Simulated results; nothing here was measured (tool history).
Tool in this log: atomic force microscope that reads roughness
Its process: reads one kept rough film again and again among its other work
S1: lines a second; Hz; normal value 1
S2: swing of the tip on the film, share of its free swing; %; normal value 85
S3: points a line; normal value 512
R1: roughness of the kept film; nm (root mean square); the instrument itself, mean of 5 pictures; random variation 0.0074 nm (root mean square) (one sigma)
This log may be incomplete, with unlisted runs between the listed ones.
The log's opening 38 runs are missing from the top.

{"run": 39, "hour": 1337.9, "S1": 1.62, "S2": 88, "S3": 340, "R1": 1.445}
{"run": 40, "hour": 1365.8, "S1": 1.62, "S2": 88, "S3": 340, "R1": 1.433}
{"run": 41, "hour": 1400.1, "S1": 1, "S2": 69, "S3": 387, "R1": 1.63}
{"hour": 1411.2, "done": "new tip fitted"}
{"run": 42, "hour": 1424.2, "S1": 2.18, "S2": 85, "S3": 479, "R1": 1.393}
{"run": 43, "hour": 1460.2, "S1": 2.18, "S2": 85, "S3": 479, "R1": 1.415}
{"run": 44, "hour": 1495.7, "S1": 2.83, "S2": 85, "S3": 479, "R1": 1.351}
{"hour": 1518.7, "done": "new tip fitted"}
{"run": 45, "hour": 1541.2, "S1": 2.58, "S2": 77, "S3": 391, "R1": 1.455}
{"run": 46, "hour": 1570.1, "S1": 2.58, "S2": 77, "S3": 391, "R1": 1.462}

3 options for the next run, each taken on its own from the tool as it stands now. Forecast them:
{"run": "A", "hour": 1604.8, "S1": 0.53, "S2": 75, "S3": 709, "R1": "?"}
{"run": "B", "hour": 1604.8, "S1": 0.77, "S2": 85, "S3": 743, "R1": "?"}
{"run": "C", "hour": 1604.8, "S1": 0.98, "S2": 85, "S3": 313, "R1": "?"}

run=A R1=1.645
run=B R1=1.597
run=C R1=1.546
With no hidden state in the tool, these same runs would have given:
run=A R1=1.647
run=B R1=1.599
run=C R1=1.549
